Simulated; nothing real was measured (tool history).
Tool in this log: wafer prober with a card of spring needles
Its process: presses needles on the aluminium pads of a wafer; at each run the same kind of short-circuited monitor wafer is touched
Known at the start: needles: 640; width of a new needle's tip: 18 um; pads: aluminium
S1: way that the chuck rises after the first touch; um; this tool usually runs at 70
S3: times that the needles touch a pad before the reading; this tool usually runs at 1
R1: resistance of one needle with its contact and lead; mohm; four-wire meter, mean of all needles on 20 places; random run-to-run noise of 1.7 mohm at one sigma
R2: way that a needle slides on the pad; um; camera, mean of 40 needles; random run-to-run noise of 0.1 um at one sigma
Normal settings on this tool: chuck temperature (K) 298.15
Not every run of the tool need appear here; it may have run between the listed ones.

run 1 hour=0 | S1=70 chuck_temperature_(K)=298.15 S3=1 | R1=296 R2=15.54
-- hour=1.1 tips cleaned on abrasive film
-- hour=6.3 tips cleaned on abrasive film
-- hour=10.5 tips cleaned on abrasive film
-- hour=15.7 tips cleaned on abrasive film
-- hour=19.9 tips cleaned on abrasive film
-- hour=25.1 tips cleaned on abrasive film
-- hour=29.2 tips cleaned on abrasive film
-- hour=34.4 tips cleaned on abrasive film
-- hour=39.6 tips cleaned on abrasive film
-- hour=44.8 tips cleaned on abrasive film
run 2 hour=46.7 | S1=70 chuck_temperature_(K)=298.15 S3=3 | R1=210 R2=15.38
-- hour=49.8 tips cleaned on abrasive film
-- hour=54 tips cleaned on abrasive film
-- hour=58.2 tips cleaned on abrasive film
-- hour=63.4 tips cleaned on abrasive film
run 3 hour=67.1 | S1=70 chuck_temperature_(K)=298.15 S3=3 | R1=229 R2=15.08
-- hour=68.2 tips cleaned on abrasive film
-- hour=73.4 tips cleaned on abrasive film
-- hour=78.6 tips cleaned on abrasive film
-- hour=83.8 tips cleaned on abrasive film
-- hour=89 tips cleaned on abrasive film
-- hour=93.2 tips cleaned on abrasive film
run 4 hour=95.4 | S1=70 chuck_temperature_(K)=298.15 S3=1 | R1=270 R2=15.28
-- hour=97.5 tips cleaned on abrasive film
-- hour=102.7 tips cleaned on abrasive film
-- hour=107.9 tips cleaned on abrasive film
-- hour=112.1 tips cleaned on abrasive film
-- hour=112.4 height of the first contact set anew
-- hour=117.6 tips cleaned on abrasive film
-- hour=121.8 tips cleaned on abrasive film
-- hour=125.9 tips cleaned on abrasive film
-- hour=131.1 tips cleaned on abrasive film
-- hour=136.3 tips cleaned on abrasive film
run 5 hour=137.1 | S1=70 chuck_temperature_(K)=298.15 S3=1 | R1=238 R2=14.58
-- hour=141.3 tips cleaned on abrasive film
-- hour=146.4 tips cleaned on abrasive film
-- hour=151.6 tips cleaned on abrasive film
-- hour=156.8 tips cleaned on abrasive film
-- hour=161 tips cleaned on abrasive film
-- hour=166.2 tips cleaned on abrasive film
-- hour=171 tips cleaned on abrasive film
run 6 hour=171 | S1=70 chuck_temperature_(K)=298.15 S3=1 | R1=198 R2=14.52
-- hour=176.2 tips cleaned on abrasive film
-- hour=180.4 tips cleaned on abrasive film
-- hour=185.6 tips cleaned on abrasive film
-- hour=189.8 tips cleaned on abrasive film
-- hour=194 tips cleaned on abrasive film
-- hour=199.2 tips cleaned on abrasive film
-- hour=204.4 tips cleaned on abrasive film
-- hour=208.5 tips cleaned on abrasive film
-- hour=212.7 tips cleaned on abrasive film
-- hour=217.9 tips cleaned on abrasive film
run 7 hour=218.9 | S1=70 chuck_temperature_(K)=300.15 S3=1 | R1=250 R2=14.25
-- hour=222.3 height of the first contact set anew, once more
-- hour=223.4 tips cleaned on abrasive film
-- hour=228.6 tips cleaned on abrasive film
-- hour=232.7 tips cleaned on abrasive film
-- hour=237.9 tips cleaned on abrasive film
-- hour=242.1 tips cleaned on abrasive film
-- hour=247.3 tips cleaned on abrasive film
run 8 hour=248.1 | S1=70 chuck_temperature_(K)=325.15 S3=1 | R1=239 R2=16.2
-- hour=252.3 tips cleaned on abrasive film
-- hour=256.5 tips cleaned on abrasive film
-- hour=260.7 tips cleaned on abrasive film
-- hour=265.9 tips cleaned on abrasive film
-- hour=270 tips cleaned on abrasive film
-- hour=275.2 tips cleaned on abrasive film
-- hour=280.4 tips cleaned on abrasive film
-- hour=285.6 tips cleaned on abrasive film
-- hour=290.8 tips cleaned on abrasive film
-- hour=296 tips cleaned on abrasive film
run 9 hour=296.6 | S1=70 chuck_temperature_(K)=325.15 S3=1 | R1=218 R2=16.03
-- hour=300.7 tips cleaned on abrasive film
-- hour=305.9 tips cleaned on abrasive film
-- hour=311.1 tips cleaned on abrasive film
-- hour=316.3 tips cleaned on abrasive film
-- hour=320.5 tips cleaned on abrasive film
-- hour=324.7 tips cleaned on abrasive film
run 10 hour=325.9 | S1=70 chuck_temperature_(K)=325.15 S3=1 | R1=237 R2=15.7
-- hour=329 tips cleaned on abrasive film
-- hour=334.2 tips cleaned on abrasive film
-- hour=339.4 tips cleaned on abrasive film
-- hour=343.6 tips cleaned on abrasive film
-- hour=348.8 tips cleaned on abrasive film
run 11 hour=351.6 | S1=70 chuck_temperature_(K)=325.15 S3=1 | R1=292 R2=15.57
-- hour=353.7 tips cleaned on abrasive film
-- hour=357.9 tips cleaned on abrasive film
-- hour=363.1 tips cleaned on abrasive film
-- hour=367.3 tips cleaned on abrasive film
-- hour=372.5 tips cleaned on abrasive film
-- hour=377.7 tips cleaned on abrasive film
-- hour=381.9 tips cleaned on abrasive film
-- hour=387.1 tips cleaned on abrasive film
-- hour=392.2 tips cleaned on abrasive film
-- hour=397.4 tips cleaned on abrasive film
run 12 hour=399.8 | S1=61 chuck_temperature_(K)=325.15 S3=1 | R1=313 R2=13.47
-- hour=402 tips cleaned on abrasive film
-- hour=407.2 tips cleaned on abrasive film
-- hour=411.4 tips cleaned on abrasive film
-- hour=416.5 tips cleaned on abrasive film
-- hour=420.7 tips cleaned on abrasive film
-- hour=425.9 tips cleaned on abrasive film
-- hour=431.1 tips cleaned on abrasive film
-- hour=435.3 tips cleaned on abrasive film
-- hour=440.5 tips cleaned on abrasive film
run 13 hour=442.4 | S1=61 chuck_temperature_(K)=325.15 S3=1 | R1=308 R2=13.23
-- hour=445.6 tips cleaned on abrasive film
-- hour=450.7 tips cleaned on abrasive film
-- hour=454.9 tips cleaned on abrasive film
-- hour=460.1 tips cleaned on abrasive film
-- hour=465.3 tips cleaned on abrasive film
-- hour=469.5 tips cleaned on abrasive film
-- hour=474.7 tips cleaned on abrasive film
-- hour=478.9 tips cleaned on abrasive film
-- hour=484.1 tips cleaned on abrasive film
run 14 hour=485.3 | S1=82 chuck_temperature_(K)=317.15 S3=3 | R1=208 R2=18.08
-- hour=488.5 tips cleaned on abrasive film
-- hour=493.7 tips cleaned on abrasive film
-- hour=498.9 tips cleaned on abrasive film
-- hour=504 tips cleaned on abrasive film
-- hour=509.2 tips cleaned on abrasive film
-- hour=514.4 tips cleaned on abrasive film
-- hour=516.8 height of the first contact set anew
-- hour=519.9 tips cleaned on abrasive film
-- hour=524.1 tips cleaned on abrasive film
-- hour=528.3 tips cleaned on abrasive film
run 15 hour=529.8 | S1=89 chuck_temperature_(K)=317.15 S3=3 | R1=201 R2=20.71
-- hour=533 tips cleaned on abrasive film
-- hour=537.2 tips cleaned on abrasive film
-- hour=542.4 tips cleaned on abrasive film
-- hour=547.6 tips cleaned on abrasive film
-- hour=552.8 tips cleaned on abrasive film
-- hour=557.9 tips cleaned on abrasive film
-- hour=563.1 tips cleaned on abrasive film
-- hour=568.3 tips cleaned on abrasive film
-- hour=573.5 tips cleaned on abrasive film
run 16 hour=577.4 | S1=73 chuck_temperature_(K)=313.15 S3=1 | R1=323 R2=16.64
-- hour=578.5 tips cleaned on abrasive film
-- hour=582.7 tips cleaned on abrasive film
-- hour=587.9 tips cleaned on abrasive film
-- hour=593.1 tips cleaned on abrasive film
-- hour=598.3 tips cleaned on abrasive film
-- hour=603.5 tips cleaned on abrasive film
run 17 hour=605.2 | S1=65 chuck_temperature_(K)=298.15 S3=2 | R1=242 R2=14.59
-- hour=608.3 tips cleaned on abrasive film
-- hour=613.5 tips cleaned on abrasive film
-- hour=618.7 tips cleaned on abrasive film
-- hour=623.9 tips cleaned on abrasive film
-- hour=629.1 tips cleaned on abrasive film
run 18 hour=629.8 | S1=70 chuck_temperature_(K)=298.15 S3=2 | R1=211 R2=15.84
-- hour=633.9 tips cleaned on abrasive film
-- hour=639.1 tips cleaned on abrasive film
-- hour=644.3 tips cleaned on abrasive film
-- hour=649.5 tips cleaned on abrasive film
-- hour=653.7 tips cleaned on abrasive film
-- hour=658.9 tips cleaned on abrasive film
-- hour=664.1 tips cleaned on abrasive film
-- hour=668.3 tips cleaned on abrasive film
-- hour=673.5 tips cleaned on abrasive film
run 19 hour=676.9 | S1=58 chuck_temperature_(K)=310.15 S3=2 | R1=321 R2=12.76

Run by run, hidden condition taken away, random variation retained:
Hidden conditions of the tool in this case: debris on the tips, nm; way that the needles fall short of the set height, um; tips' diameter, um; drift of the gauge itself on contact_mohm, %; drift of the gauge itself on scrub_um, %.
run=1 R1=175 R2=16.27
run=2 R1=175 R2=16.31
run=3 R1=179 R2=16.08
run=4 R1=179 R2=16.39
run=5 R1=175 R2=16.25
run=6 R1=177 R2=16.33
run=7 R1=180 R2=16.23
run=8 R1=182 R2=16.3
run=9 R1=184 R2=16.33
run=10 R1=181 R2=16.12
run=11 R1=183 R2=16.08
run=12 R1=183 R2=14.18
run=13 R1=187 R2=14.12
run=14 R1=178 R2=19.16
run=15 R1=176 R2=20.76
run=16 R1=181 R2=16.86
run=17 R1=174 R2=14.95
run=18 R1=175 R2=16.3
run=19 R1=182 R2=13.39

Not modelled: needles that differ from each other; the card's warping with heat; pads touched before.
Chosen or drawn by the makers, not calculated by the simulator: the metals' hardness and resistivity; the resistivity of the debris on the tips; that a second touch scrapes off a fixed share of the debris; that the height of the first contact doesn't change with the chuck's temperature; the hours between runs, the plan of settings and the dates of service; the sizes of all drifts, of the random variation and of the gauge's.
